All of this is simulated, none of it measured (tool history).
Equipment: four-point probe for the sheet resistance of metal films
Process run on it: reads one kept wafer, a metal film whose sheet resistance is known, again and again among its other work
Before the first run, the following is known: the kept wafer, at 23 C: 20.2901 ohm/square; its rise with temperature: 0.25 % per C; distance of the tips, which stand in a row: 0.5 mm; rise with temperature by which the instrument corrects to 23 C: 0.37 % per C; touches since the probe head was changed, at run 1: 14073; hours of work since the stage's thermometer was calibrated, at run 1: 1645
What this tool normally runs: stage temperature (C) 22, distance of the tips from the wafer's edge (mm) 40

| run | day | stage temperature (C) | distance of the tips from the wafer's edge (mm) | touches since the probe head was changed | hours of work since the stage's thermometer was calibrated | sheet resistance as the instrument gives it (ohm/square) |
|---|---|---|---|---|---|---|
| 1 | 0 | 22 | 40 | 14073 | 1645 | 20.319584 |
| 2 | 0.788 | 22 | 5 | 14725 | 1654 | 20.42401 |
| 3 | 1.162 | 22 | 7 | 15037 | 1659 | 20.371652 |
|  | 1.392 | stage's thermometer calibrated |
| 4 | 1.75 | 22 | 7 | 15506 | 4 | 20.367104 |
| 5 | 2.146 | 22 | 7 | 15837 | 9 | 20.375152 |
| 6 | 2.883 | 22 | 7 | 16446 | 17 | 20.366611 |
| 7 | 3.229 | 22 | 7 | 16733 | 21 | 20.363473 |
| 8 | 3.612 | 22 | 51 | 17052 | 26 | 20.321582 |
| 9 | 4.067 | 24 | 51 | 17427 | 31 | 20.26858 |
| 10 | 4.608 | 21 | 51 | 17878 | 38 | 20.348172 |
| 11 | 5.392 | 34 | 26 | 18527 | 47 | 20.041306 |
| 12 | 6.054 | 24 | 7 | 19076 | 54 | 20.324642 |
| 13 | 6.45 | 19 | 19 | 19405 | 59 | 20.387759 |
| 14 | 7.033 | 18 | 38 | 19887 | 66 | 20.409694 |
| 15 | 7.771 | 34 | 4 | 20498 | 74 | 20.198839 |
| 16 | 8.592 | 34 | 4 | 21181 | 84 | 20.208868 |
| 17 | 9.275 | 18 | 17 | 21747 | 92 | 20.429254 |
| 18 | 9.625 | 18 | 17 | 22036 | 96 | 20.425784 |

What if the next run were any one of these 3? Each begins from the tool's condition after run 18:
| A | 10.258 | 25 | 4 | 22560 | 103 | ? |
| B | 10.258 | 18 | 10 | 22560 | 103 | ? |
| C | 10.258 | 22 | 64 | 22560 | 103 | ? |

| run | sheet resistance as the instrument gives it (ohm/square) |
|---|---|
| A | 20.416694 |
| B | 20.44046 |
| C | 20.309784 |
Without the tool's unlogged condition, the same runs would have read:
| run | sheet resistance as the instrument gives it (ohm/square) |
|---|---|
| A | 20.4158 |
| B | 20.439566 |
| C | 20.308895 |

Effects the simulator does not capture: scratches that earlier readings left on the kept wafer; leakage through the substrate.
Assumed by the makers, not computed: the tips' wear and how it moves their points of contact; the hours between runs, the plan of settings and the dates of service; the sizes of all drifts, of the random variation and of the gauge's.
